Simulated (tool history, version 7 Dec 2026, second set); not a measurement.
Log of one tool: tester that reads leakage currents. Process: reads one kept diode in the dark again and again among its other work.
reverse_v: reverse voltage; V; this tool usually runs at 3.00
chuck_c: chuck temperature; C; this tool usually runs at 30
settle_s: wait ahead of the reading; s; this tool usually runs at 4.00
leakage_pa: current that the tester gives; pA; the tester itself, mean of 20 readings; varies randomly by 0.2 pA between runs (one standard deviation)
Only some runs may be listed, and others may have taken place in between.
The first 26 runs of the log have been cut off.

| run | hour | reverse_v | chuck_c | settle_s | hours of work since the probe card was cleaned | hours of work since the tester was calibrated | hours of work since the chuck was calibrated | leakage_pa |
|---|---|---|---|---|---|---|---|---|
| 27 | 4346.2 | 9.43 | 30 | 0.37 | 2138 | 4913 | 275 | 100.47 |
|  | 4423.6 | tester calibrated |
| 28 | 4449.6 | 1.66 | 48 | 1.81 | 2182 | 11 | 319 | 257.72 |
| 29 | 4683.7 | 1.66 | 48 | 1.81 | 2284 | 114 | 422 | 256.34 |
| 30 | 4828.4 | 3.00 | 36 | 0.84 | 2348 | 177 | 485 | 113.80 |
| 31 | 5050.0 | 1.38 | 22 | 2.57 | 2445 | 274 | 582 | 23.64 |
| 32 | 5157.8 | 1.71 | 35 | 2.77 | 2492 | 321 | 629 | 85.69 |
| 33 | 5332.1 | 10.64 | 20 | 2.77 | 2568 | 397 | 705 | 40.13 |
| 34 | 5506.8 | 3.00 | 27 | 4.00 | 2644 | 474 | 781 | 49.92 |

What does the tool deliver on the next run?
| 35 | 5652.8 | 3.00 | 27 | 4.00 | 2708 | 537 | 845 | ? |

leakage_pa: 49.96 pA
Were there no unlogged condition in the tool, this run, its random variation unchanged, would have produced leakage_pa 49.88 pA.

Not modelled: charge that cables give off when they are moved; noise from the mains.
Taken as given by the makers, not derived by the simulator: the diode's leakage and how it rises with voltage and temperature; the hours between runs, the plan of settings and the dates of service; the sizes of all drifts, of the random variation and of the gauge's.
